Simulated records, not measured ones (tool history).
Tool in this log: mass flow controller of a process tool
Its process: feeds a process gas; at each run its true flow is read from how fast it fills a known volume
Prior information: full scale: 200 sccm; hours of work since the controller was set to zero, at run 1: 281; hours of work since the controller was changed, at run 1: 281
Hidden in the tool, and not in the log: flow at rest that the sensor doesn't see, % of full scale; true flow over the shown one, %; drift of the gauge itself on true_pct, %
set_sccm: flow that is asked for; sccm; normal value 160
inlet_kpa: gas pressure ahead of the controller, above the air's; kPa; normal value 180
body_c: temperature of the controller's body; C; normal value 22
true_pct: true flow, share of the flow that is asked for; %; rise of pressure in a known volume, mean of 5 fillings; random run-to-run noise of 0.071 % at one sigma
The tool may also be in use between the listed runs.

| run | hour | set_sccm | inlet_kpa | body_c | hours of work since the controller was set to zero | hours of work since the controller was changed | true_pct |
|---|---|---|---|---|---|---|---|
| 1 | 0 | 160 | 180 | 22 | 281 | 281 | 99.87 |
| 2 | 84.1 | 160 | 180 | 22 | 324 | 324 | 99.78 |
| 3 | 132.3 | 160 | 180 | 22 | 349 | 349 | 99.8 |
| 4 | 196.6 | 160 | 210 | 22 | 383 | 383 | 100.09 |
| 5 | 293.8 | 160 | 210 | 39 | 433 | 433 | 98.54 |
| 6 | 363.5 | 160 | 240 | 22 | 469 | 469 | 100.23 |
| 7 | 428.9 | 160 | 240 | 22 | 503 | 503 | 100.2 |
| 8 | 498.1 | 160 | 180 | 22 | 539 | 539 | 99.8 |
| 9 | 540.9 | 160 | 180 | 23 | 562 | 562 | 99.7 |
| 10 | 591.5 | 160 | 180 | 23 | 588 | 588 | 99.8 |
| 11 | 668.7 | 160 | 180 | 23 | 628 | 628 | 99.76 |
| 12 | 714.8 | 160 | 180 | 23 | 652 | 652 | 99.75 |
| 13 | 800.2 | 160 | 180 | 23 | 696 | 696 | 99.81 |
| 14 | 899.3 | 129 | 161 | 34 | 748 | 748 | 98.62 |
| 15 | 991.1 | 180 | 173 | 21 | 795 | 795 | 99.9 |
| 16 | 1084.2 | 180 | 169 | 23 | 844 | 844 | 99.76 |
| 17 | 1144.8 | 70 | 229 | 21 | 875 | 875 | 99.82 |
| 18 | 1230.1 | 70 | 229 | 21 | 920 | 920 | 99.72 |
| 19 | 1302.2 | 27 | 257 | 38 | 957 | 957 | 97.85 |
| 20 | 1365.9 | 160 | 206 | 22 | 990 | 990 | 100.07 |
| 21 | 1408.5 | 160 | 180 | 25 | 1012 | 1012 | 99.72 |
| 22 | 1498.2 | 160 | 180 | 36 | 1059 | 1059 | 98.65 |
| 23 | 1566.3 | 160 | 180 | 36 | 1094 | 1094 | 98.87 |
| 24 | 1639.5 | 160 | 263 | 37 | 1132 | 1132 | 99.37 |
| 25 | 1704.7 | 155 | 263 | 37 | 1166 | 1166 | 99.39 |

A few steps of true_pct between consecutive runs. Split each: what settings, incoming material and random variation would produce without the hidden state, and what is left over for the hidden state, along with gauge scatter present in only one of the two compared results (measured, and without hidden state):
Run 18 -> 19: set_sccm 70 -> 27, inlet_kpa 229 -> 257, body_c 21 -> 38. true_pct -1.87 %: hidden state -0.57, all else -1.3.
Run 19 -> 20: set_sccm 27 -> 160, inlet_kpa 257 -> 206, body_c 38 -> 22. true_pct +2.22 %: hidden state +0.77, all else +1.45.
